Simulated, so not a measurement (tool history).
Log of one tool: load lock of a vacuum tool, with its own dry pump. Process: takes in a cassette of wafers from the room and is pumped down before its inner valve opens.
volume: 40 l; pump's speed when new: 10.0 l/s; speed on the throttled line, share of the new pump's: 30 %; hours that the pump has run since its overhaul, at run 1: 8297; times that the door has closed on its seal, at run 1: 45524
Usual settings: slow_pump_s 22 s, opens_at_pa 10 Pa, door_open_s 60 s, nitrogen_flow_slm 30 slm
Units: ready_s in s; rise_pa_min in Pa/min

run     hour  slow_pump_s  opens_at_pa  door_open_s  nitrogen_flow_slm  hours that the pump has run since its overhaul  times that the door has closed on its seal  incoming humidity of the room's air, %  ready_s  rise_pa_min
  1        0           22           10           60                 30                                            8297                                       45524                                    47.6       52         0.04
  2    585.8           22           17           60                 30                                            8883                                       46706                                      43     50.8        0.042
  3    869.9           22           17           60                 30                                            9167                                       47279                                    43.8     50.7        0.039
  4   1361.4           22           10          133                 30                                            9658                                       48270                                      46     52.1        0.058
  5   2022.8           22           10          133                 30                                           10320                                       49604                                    47.2     52.6        0.056
  6   2664.7           22           10           60                 30                                           10961                                       50899                                      41     52.5        0.038
  7   3080.2           22           10           60                 30                                           11377                                       51736                                    45.9       53         0.04
  8   3546.2           22           10           60                 30                                           11843                                       52676                                    45.4     52.5         0.04
  9   3925.8           22           10           35                 30                                           12223                                       53442                                    48.9     52.1        0.041
      4093.3  -- door's seal changed, seat wiped
 10     4556           22           10           35                 30                                           12851                                         933                                      43     52.5        0.035
 11   5152.7           22           10           35                 30                                           13448                                        2136                                    47.3     52.2        0.027
 12   5850.8           22           10           60                 30                                           14146                                        3544                                    50.3     52.5        0.048
 13   6144.3           36           10           60                 30                                           14440                                        4136                                    46.9     62.5         0.04
 14   6564.9           36           18           60                 30                                           14860                                        4984                                    42.8     60.1        0.037
 15   6885.7           36           18           60                 30                                           15181                                        5631                                    42.1     60.1        0.034
 16   7183.8           30            9           60                 30                                           15479                                        6233                                    44.1     58.8        0.039
 17   7883.5           13           19           70                 21                                           16179                                        7644                                    44.5     43.3        0.048
 18   8260.9           13           19           70                 21                                           16556                                        8405                                    45.4     43.4        0.047
 19   8631.9           22           12           60                 39                                           16927                                        9153                                    40.5     51.7         0.03
 20   9165.1           22           12           60                 39                                           17460                                       10229                                    47.8       52        0.036
 21   9492.6           13           13           27                 39                                           17788                                       10889                                    41.8     45.1        0.021
 22  10049.1           22            9           60                 30                                           18344                                       12011                                      43     53.3        0.043
 23  10538.1           34           13           53                  4                                           18833                                       12998                                    43.8     59.4        0.059
 24  10947.8           24           10           35                 30                                           19243                                       13824                                    45.6       54        0.033
 25  11638.9           24           10           35                 30                                           19934                                       15218                                    46.1     53.7        0.036
 26  12322.4           26           12           26                 22                                           20618                                       16596                                    41.2     54.5        0.031
 27  12735.7           26           12           26                 22                                           21031                                       17430                                    43.9     54.8         0.03
 28  13300.9           22            8           60                  4                                           21596                                       18570                                    44.2     53.1        0.062

4 ways to go on from here, each from the tool as it stands after run 28. What would each give?
  A  13702.8           33            8          181                  4                                           21998                                       19380                                    41.8        ?            ?
  B  13702.8           22           15           60                 30                                           21998                                       19380                                    44.4        ?            ?
  C  13702.8           22           10           50                  6                                           21998                                       19380                                    45.4        ?            ?
  D  13702.8           22           12          152                  8                                           21998                                       19380                                    44.5        ?            ?

run  ready_s  rise_pa_min
  A       61        0.083
  B       51        0.039
  C     52.2        0.062
  D     51.8        0.075
Without the tool's hidden state the same runs would have given:
run  ready_s  rise_pa_min
  A       61        0.083
  B       51        0.038
  C     52.2        0.062
  D     51.8        0.074
